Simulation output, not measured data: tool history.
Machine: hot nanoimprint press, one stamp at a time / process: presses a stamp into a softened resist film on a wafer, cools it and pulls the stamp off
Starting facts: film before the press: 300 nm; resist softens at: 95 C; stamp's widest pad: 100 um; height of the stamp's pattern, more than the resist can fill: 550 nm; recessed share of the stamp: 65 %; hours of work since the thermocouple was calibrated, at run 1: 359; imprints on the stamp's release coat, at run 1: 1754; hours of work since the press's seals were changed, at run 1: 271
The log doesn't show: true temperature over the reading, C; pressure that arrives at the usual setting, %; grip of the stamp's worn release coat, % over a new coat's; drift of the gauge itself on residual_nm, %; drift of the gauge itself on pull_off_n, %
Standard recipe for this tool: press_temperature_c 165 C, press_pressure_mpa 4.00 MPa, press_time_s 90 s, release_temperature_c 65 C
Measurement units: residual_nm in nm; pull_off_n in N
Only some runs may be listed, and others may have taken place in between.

| run | hour | press_temperature_c | press_pressure_mpa | press_time_s | release_temperature_c | hours of work since the thermocouple was calibrated | imprints on the stamp's release coat | hours of work since the press's seals were changed | residual_nm | pull_off_n |
|---|---|---|---|---|---|---|---|---|---|---|
| 1 | 0.0 | 165 | 4.00 | 90 | 65 | 359 | 1754 | 271 | 110.8 | 248 |
| 2 | 35.1 | 165 | 4.00 | 90 | 65 | 379 | 1884 | 291 | 110.3 | 251 |
|  | 65.6 | stamp cleaned and given a new release coat |
| 3 | 70.8 | 165 | 4.00 | 90 | 65 | 396 | 19 | 308 | 110.8 | 158 |
| 4 | 129.7 | 165 | 4.00 | 125 | 65 | 429 | 236 | 342 | 97.0 | 170 |
| 5 | 173.3 | 165 | 4.00 | 125 | 73 | 454 | 397 | 367 | 96.2 | 169 |
| 6 | 221.8 | 176 | 4.00 | 125 | 73 | 482 | 575 | 394 | 66.5 | 171 |
| 7 | 262.3 | 165 | 3.36 | 90 | 65 | 505 | 725 | 417 | 121.1 | 190 |
| 8 | 292.2 | 165 | 4.00 | 90 | 65 | 522 | 835 | 434 | 111.0 | 206 |
| 9 | 336.8 | 165 | 4.00 | 90 | 65 | 547 | 999 | 460 | 111.1 | 203 |
| 10 | 384.5 | 165 | 4.00 | 90 | 65 | 574 | 1175 | 487 | 111.2 | 205 |
|  | 399.9 | plate thermocouple calibrated |
| 11 | 432.5 | 165 | 4.00 | 90 | 65 | 19 | 1341 | 513 | 108.7 | 220 |
| 12 | 488.3 | 165 | 5.01 | 90 | 65 | 50 | 1546 | 544 | 97.8 | 224 |
| 13 | 525.9 | 165 | 5.01 | 90 | 65 | 72 | 1685 | 566 | 98.7 | 241 |
| 14 | 567.0 | 165 | 5.01 | 90 | 65 | 95 | 1836 | 589 | 98.0 | 237 |
|  | 612.9 | stamp cleaned and given a new release coat |
| 15 | 626.7 | 165 | 5.01 | 90 | 69 | 126 | 51 | 620 | 98.7 | 155 |
|  | 678.8 | press's hydraulic seals changed and the load cell set to zero |
| 16 | 685.2 | 165 | 5.01 | 90 | 69 | 155 | 237 | 4 | 96.5 | 166 |
| 17 | 713.6 | 165 | 5.01 | 90 | 69 | 171 | 342 | 20 | 96.3 | 175 |
| 18 | 747.7 | 170 | 4.86 | 145 | 63 | 190 | 467 | 39 | 68.0 | 179 |
| 19 | 782.8 | 159 | 4.86 | 56 | 65 | 210 | 597 | 59 | 146.9 | 184 |
| 20 | 817.5 | 159 | 4.86 | 56 | 65 | 230 | 725 | 79 | 146.6 | 200 |
| 21 | 873.6 | 153 | 4.00 | 160 | 69 | 262 | 931 | 111 | 137.7 | 188 |
| 22 | 907.3 | 153 | 2.99 | 68 | 69 | 281 | 1055 | 130 | 202.5 | 207 |
| 23 | 941.5 | 153 | 2.99 | 68 | 69 | 301 | 1181 | 150 | 201.6 | 208 |
| 24 | 999.7 | 166 | 4.00 | 46 | 65 | 334 | 1396 | 183 | 137.2 | 220 |
| 25 | 1034.6 | 169 | 4.00 | 85 | 65 | 354 | 1524 | 203 | 98.4 | 228 |
| 26 | 1075.9 | 160 | 4.00 | 58 | 65 | 377 | 1677 | 226 | 154.5 | 236 |
| 27 | 1134.2 | 160 | 4.00 | 58 | 65 | 410 | 1891 | 259 | 154.0 | 242 |

Forecast each of these 4 alternatives for the next run:
|  | 1160.4 | stamp cleaned and given a new release coat |
| A | 1166.1 | 165 | 4.42 | 90 | 65 | 425 | 21 | 274 | ? | ? |
|  | 1160.4 | stamp cleaned and given a new release coat |
| B | 1166.1 | 165 | 4.22 | 90 | 65 | 425 | 21 | 274 | ? | ? |
|  | 1160.4 | stamp cleaned and given a new release coat |
| C | 1166.1 | 158 | 4.00 | 85 | 69 | 425 | 21 | 274 | ? | ? |
|  | 1160.4 | stamp cleaned and given a new release coat |
| D | 1166.1 | 165 | 3.26 | 90 | 65 | 425 | 21 | 274 | ? | ? |

| run | residual_nm | pull_off_n |
|---|---|---|
| A | 106.3 | 161 |
| B | 108.4 | 164 |
| C | 145.8 | 157 |
| D | 123.6 | 162 |
The same runs, with their run-to-run variation unchanged, on a tool lacking any hidden condition would have given:
| run | residual_nm | pull_off_n |
|---|---|---|
| A | 102.5 | 159 |
| B | 104.7 | 163 |
| C | 140.9 | 155 |
| D | 119.6 | 160 |
